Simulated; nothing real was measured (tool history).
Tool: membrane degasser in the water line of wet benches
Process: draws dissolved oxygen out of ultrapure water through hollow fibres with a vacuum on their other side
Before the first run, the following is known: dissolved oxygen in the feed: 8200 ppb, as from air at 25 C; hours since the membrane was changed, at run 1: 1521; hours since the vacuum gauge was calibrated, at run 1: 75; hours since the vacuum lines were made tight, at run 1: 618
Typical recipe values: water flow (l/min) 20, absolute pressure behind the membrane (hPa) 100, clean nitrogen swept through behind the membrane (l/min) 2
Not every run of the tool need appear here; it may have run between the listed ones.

run    hour  water flow (l/min)  absolute pressure behind the membrane (hPa)  clean nitrogen swept through behind the membrane (l/min)  hours since the membrane was changed  hours since the vacuum gauge was calibrated  hours since the vacuum lines were made tight  dissolved oxygen in the water behind the degasser (ppb)  pressure that the water loses in the fibres (hPa)
  1       0                  20                                          100                                                         2                                  1521                                           75                                           618                                                    178.7                                              596.4
  2    43.9                  20                                          100                                                         2                                  1565                                          119                                           662                                                    175.1                                              594.8
  3    94.2                  20                                          100                                                         2                                  1615                                          169                                           712                                                      176                                              597.5
  4   128.9                  25                                          100                                                         2                                  1650                                          204                                           747                                                    240.7                                              745.3
  5   183.4                  25                                          100                                                         2                                  1704                                          258                                           802                                                    240.5                                              744.8
  6     216                  25                                          100                                                         2                                  1737                                          291                                           834                                                      237                                              745.3
  7   273.2                  25                                          100                                                         2                                  1794                                          348                                           892                                                    241.3                                              744.4
  8   308.2                  25                                          100                                                         2                                  1829                                          383                                           926                                                    239.1                                              747.5
  9     351                  25                                          100                                                         2                                  1872                                          426                                           969                                                      242                                              746.1
 10     407                  25                                          100                                                         2                                  1928                                          482                                          1025                                                    242.2                                              745.4
 11   459.6                  25                                          100                                                         2                                  1980                                          534                                          1078                                                    236.2                                              745.9
 12     492                  25                                          100                                                      2.16                                  2013                                          567                                          1110                                                    230.1                                              742.5
 13   534.9                  25                                          100                                                      2.16                                  2056                                          610                                          1153                                                      226                                              747.6
 14   565.1                  25                                          100                                                      2.16                                  2086                                          640                                          1183                                                    235.9                                              746.2
 15   608.4                  20                                          113                                                         2                                  2129                                          683                                          1227                                                    204.5                                              600.7
 16   636.9                  20                                          113                                                         2                                  2158                                          712                                          1255                                                    206.5                                              601.2
 17   663.4                  27                                           87                                                      0.84                                  2184                                          738                                          1282                                                      417                                              806.6
 18   705.7                  20                                          100                                                      1.56                                  2227                                          781                                          1324                                                    217.1                                              602.5
 19   745.6                  27                                          101                                                      1.42                                  2267                                          821                                          1364                                                    356.9                                              806.6
 20   796.2                  27                                          101                                                      1.42                                  2317                                          871                                          1415                                                    351.1                                              803.9
 21   853.7                  15                                           91                                                      4.71                                  2375                                          929                                          1472                                                     51.1                                              451.4
 22   897.7                  15                                           91                                                      4.71                                  2419                                          973                                          1516                                                     52.1                                              448.9
 23   950.1                  15                                           91                                                      4.71                                  2471                                         1025                                          1568                                                     51.9                                                448
 24   978.2                  13                                          111                                                      3.39                                  2499                                         1053                                          1597                                                     78.6                                              387.9
 25  1014.8                  13                                          111                                                      3.39                                  2536                                         1090                                          1633                                                     76.5                                              390.8
 26  1064.1                  13                                          111                                                      3.39                                  2585                                         1139                                          1682                                                     78.1                                              391.2
 27  1111.3                  20                                           70                                                      1.22                                  2632                                         1186                                          1730                                                    163.7                                              600.8
 28    1154                  20                                          224                                                      2.36                                  2675                                         1229                                          1772                                                    393.5                                              604.4
 29  1188.7                  20                                          104                                                         2                                  2710                                         1264                                          1807                                                    189.2                                              604.4
 30  1225.2                  20                                          154                                                      2.31                                  2746                                         1300                                          1844                                                    264.3                                              599.7
 31  1277.3                  20                                          100                                                       1.5                                  2798                                         1352                                          1896                                                    234.6                                              601.9
 32  1331.9                  20                                           80                                                      5.77                                  2853                                         1407                                          1950                                                     59.9                                              599.1

Results for each run, recomputed without the tool's hidden state and with each run's random variation untouched:
The tool's hidden condition here consists of: membrane still open, %; true pressure behind the membrane over the reading, kPa; air that leaks in behind the membrane, l/min; drift of the gauge itself on oxygen_ppb, %; drift of the gauge itself on loss_of_pressure_kpa, %.
run  dissolved oxygen in the water behind the degasser (ppb)  pressure that the water loses in the fibres (hPa)
  1                                                    176.5                                              589.7
  2                                                    172.8                                              587.9
  3                                                    173.5                                              590.3
  4                                                    236.4                                              736.2
  5                                                      236                                              735.4
  6                                                    232.5                                              735.7
  7                                                    236.4                                              734.4
  8                                                    234.1                                              737.4
  9                                                    236.6                                              735.7
 10                                                    236.6                                              734.7
 11                                                    230.5                                              734.9
 12                                                    224.2                                              731.3
 13                                                      220                                              736.1
 14                                                    229.5                                              734.6
 15                                                    200.1                                              591.2
 16                                                    201.9                                              591.5
 17                                                    407.3                                              793.4
 18                                                    211.9                                              592.6
 19                                                    347.5                                              792.9
 20                                                    341.6                                              789.9
 21                                                     49.2                                              443.4
 22                                                     50.2                                              440.7
 23                                                     49.9                                              439.7
 24                                                     76.1                                              380.6
 25                                                       74                                              383.4
 26                                                     75.5                                              383.7
 27                                                    156.6                                              588.9
 28                                                    385.4                                              592.4
 29                                                    182.7                                              592.2
 30                                                    257.2                                              587.4
 31                                                    226.7                                              589.4
 32                                                       56                                              586.3

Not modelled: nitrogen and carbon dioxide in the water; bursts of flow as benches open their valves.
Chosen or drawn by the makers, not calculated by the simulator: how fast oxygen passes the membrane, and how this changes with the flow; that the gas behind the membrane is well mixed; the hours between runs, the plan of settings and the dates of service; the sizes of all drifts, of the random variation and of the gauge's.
